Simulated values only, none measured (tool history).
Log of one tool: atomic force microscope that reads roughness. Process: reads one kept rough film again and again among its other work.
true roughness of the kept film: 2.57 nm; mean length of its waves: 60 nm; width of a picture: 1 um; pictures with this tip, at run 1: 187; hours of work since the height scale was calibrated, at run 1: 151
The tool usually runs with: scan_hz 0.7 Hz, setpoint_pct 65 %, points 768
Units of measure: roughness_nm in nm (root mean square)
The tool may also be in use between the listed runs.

| run | hour | scan_hz | setpoint_pct | points | pictures with this tip | hours of work since the height scale was calibrated | roughness_nm |
|---|---|---|---|---|---|---|---|
| 1 | 0 | 0.7 | 65 | 768 | 187 | 151 | 2.287 |
| 2 | 13 | 0.7 | 65 | 768 | 206 | 159 | 2.247 |
| 3 | 27.1 | 0.7 | 65 | 768 | 226 | 167 | 2.246 |
| 4 | 43.5 | 0.7 | 65 | 768 | 250 | 177 | 2.227 |
|  | 57.2 | new tip fitted |
| 5 | 57.2 | 0.7 | 65 | 768 | 0 | 184 | 2.404 |
| 6 | 74.7 | 0.7 | 65 | 294 | 25 | 195 | 2.389 |
| 7 | 92 | 1.413 | 65 | 294 | 51 | 205 | 2.294 |
| 8 | 106.2 | 0.7 | 65 | 768 | 72 | 213 | 2.36 |
| 9 | 116.9 | 0.7 | 65 | 427 | 87 | 219 | 2.319 |
| 10 | 133 | 0.7 | 65 | 427 | 111 | 229 | 2.346 |
| 11 | 149.4 | 0.7 | 65 | 427 | 135 | 238 | 2.322 |
| 12 | 158.7 | 0.7 | 65 | 427 | 149 | 244 | 2.32 |
| 13 | 172.9 | 0.7 | 65 | 427 | 170 | 252 | 2.301 |
| 14 | 185.9 | 0.7 | 65 | 768 | 189 | 260 | 2.272 |
| 15 | 199.2 | 0.7 | 65 | 768 | 208 | 268 | 2.278 |
| 16 | 209 | 0.7 | 65 | 768 | 223 | 273 | 2.27 |
| 17 | 221.6 | 0.7 | 65 | 768 | 241 | 281 | 2.259 |
| 18 | 234.3 | 0.7 | 65 | 768 | 260 | 288 | 2.247 |
|  | 241.6 | new tip fitted |
| 19 | 247.4 | 0.7 | 65 | 768 | 8 | 296 | 2.422 |
| 20 | 263.2 | 0.7 | 65 | 768 | 31 | 305 | 2.411 |
| 21 | 278 | 2.246 | 65 | 768 | 53 | 313 | 2.214 |
| 22 | 294.9 | 1.288 | 65 | 784 | 78 | 323 | 2.311 |
| 23 | 311.9 | 0.7 | 57 | 768 | 103 | 333 | 2.364 |
| 24 | 320.4 | 0.708 | 89 | 300 | 115 | 338 | 2.171 |
| 25 | 336.1 | 0.708 | 89 | 300 | 139 | 348 | 2.157 |
| 26 | 347.7 | 0.674 | 78 | 258 | 155 | 354 | 2.234 |
| 27 | 356.4 | 0.503 | 56 | 510 | 168 | 359 | 2.374 |
|  | 358.5 | height scale calibrated on a step standard |
| 28 | 370.1 | 3.124 | 58 | 264 | 187 | 7 | 2.168 |
| 29 | 386.5 | 3.3 | 82 | 961 | 211 | 16 | 1.693 |
| 30 | 394.6 | 3.3 | 82 | 961 | 223 | 21 | 1.688 |
| 31 | 406.6 | 0.7 | 78 | 417 | 241 | 28 | 2.186 |
| 32 | 422 | 1.433 | 63 | 768 | 263 | 37 | 2.188 |
|  | 427 | new tip fitted |
| 33 | 437.2 | 1.994 | 65 | 304 | 15 | 46 | 2.286 |
| 34 | 444.8 | 1.994 | 70 | 934 | 26 | 50 | 2.222 |
|  | 456.2 | height scale calibrated on a step standard, once more |
| 35 | 457.6 | 1.2 | 56 | 366 | 43 | 1 | 2.379 |
| 36 | 464.9 | 1.2 | 56 | 366 | 54 | 5 | 2.38 |
| 37 | 479.2 | 1.2 | 56 | 366 | 75 | 13 | 2.355 |
| 38 | 490.4 | 0.539 | 56 | 322 | 91 | 20 | 2.395 |
| 39 | 500.6 | 0.7 | 58 | 313 | 106 | 26 | 2.363 |
| 40 | 516.1 | 2.619 | 79 | 724 | 129 | 35 | 1.869 |
| 41 | 529.2 | 0.7 | 65 | 709 | 148 | 43 | 2.311 |
| 42 | 540.9 | 0.578 | 57 | 768 | 166 | 50 | 2.324 |

Entry by entry between the runs, the difference in hidden state between the last listed run before and the first listed run after:
Run 4 -> run 5: new tip fitted (hour 57.2)
  radius of the tip, nm: 41.3 -> 10.8; height scale over the true one, %: 0.2 -> 0.21
  measured result minus the result with no hidden state, roughness_nm: -0.186 -> -0.001 nm (root mean square)
Run 18 -> run 19: new tip fitted (hour 241.6)
  radius of the tip, nm: 40.3 -> 11.2; height scale over the true one, %: 0.34 -> 0.35
  measured result minus the result with no hidden state, roughness_nm: -0.178 -> +0.001 nm (root mean square)
Run 27 -> run 28: height scale calibrated on a step standard (hour 358.5)
  radius of the tip, nm: 29.2 -> 31.3; height scale over the true one, %: 0.43 -> 0.73
  measured result minus the result with no hidden state, roughness_nm: -0.113 -> -0.11 nm (root mean square)
Run 32 -> run 33: new tip fitted (hour 427)
  radius of the tip, nm: 39.9 -> 12.1; height scale over the true one, %: 0.77 -> 0.78
  measured result minus the result with no hidden state, roughness_nm: -0.162 -> +0.005 nm (root mean square)
Run 34 -> run 35: height scale calibrated on a step standard, once more (hour 456.2)
  radius of the tip, nm: 13.4 -> 15.5; height scale over the true one, %: 0.78 -> 0.04
  measured result minus the result with no hidden state, roughness_nm: -0.003 -> -0.035 nm (root mean square)
